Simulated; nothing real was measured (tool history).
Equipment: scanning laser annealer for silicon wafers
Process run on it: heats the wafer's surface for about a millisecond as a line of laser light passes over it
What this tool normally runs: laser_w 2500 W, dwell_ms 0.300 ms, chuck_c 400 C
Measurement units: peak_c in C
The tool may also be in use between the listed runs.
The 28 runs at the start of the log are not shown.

run	hour	laser_w	dwell_ms	chuck_c	hours of work since the window was cleaned	hours of work since the power meter was calibrated	hours of work since the optics were aligned	peak_c
29	1374.4	2488	0.227	396	194	2510	669	1121
30	1419.5	2656	0.359	391	224	2540	699	1384
31	1451.1	2656	0.359	391	245	2561	720	1381
32	1482.9	2157	0.327	422	266	2582	741	1155
33	1547.1	2142	0.300	400	308	2624	783	1098
34	1594.5	2284	0.235	400	339	2655	814	1059
35	1633.9	2722	0.267	392	365	2681	840	1264
# hour 1664.0: optics aligned, line set to its width
36	1679.7	2589	0.358	362	392	2708	10	1343
37	1720.6	2692	0.218	401	419	2735	37	1198
38	1769.5	2599	0.218	395	451	2767	70	1156
39	1812.3	2599	0.218	395	479	2795	98	1156
40	1842.5	2380	0.216	401	499	2815	118	1082

Here are 3 independent what-if runs from the current tool condition. What would each one return?
A	1906.7	2500	0.300	381	542	2858	160	?
B	1906.7	2221	0.214	412	542	2858	160	?
C	1906.7	2404	0.216	370	542	2858	160	?

run	peak_c
A	1237
B	1034
C	1058
Stripped of hidden state, with their random variation kept, the same runs would have yielded:
run	peak_c
A	1226
B	1025
C	1049

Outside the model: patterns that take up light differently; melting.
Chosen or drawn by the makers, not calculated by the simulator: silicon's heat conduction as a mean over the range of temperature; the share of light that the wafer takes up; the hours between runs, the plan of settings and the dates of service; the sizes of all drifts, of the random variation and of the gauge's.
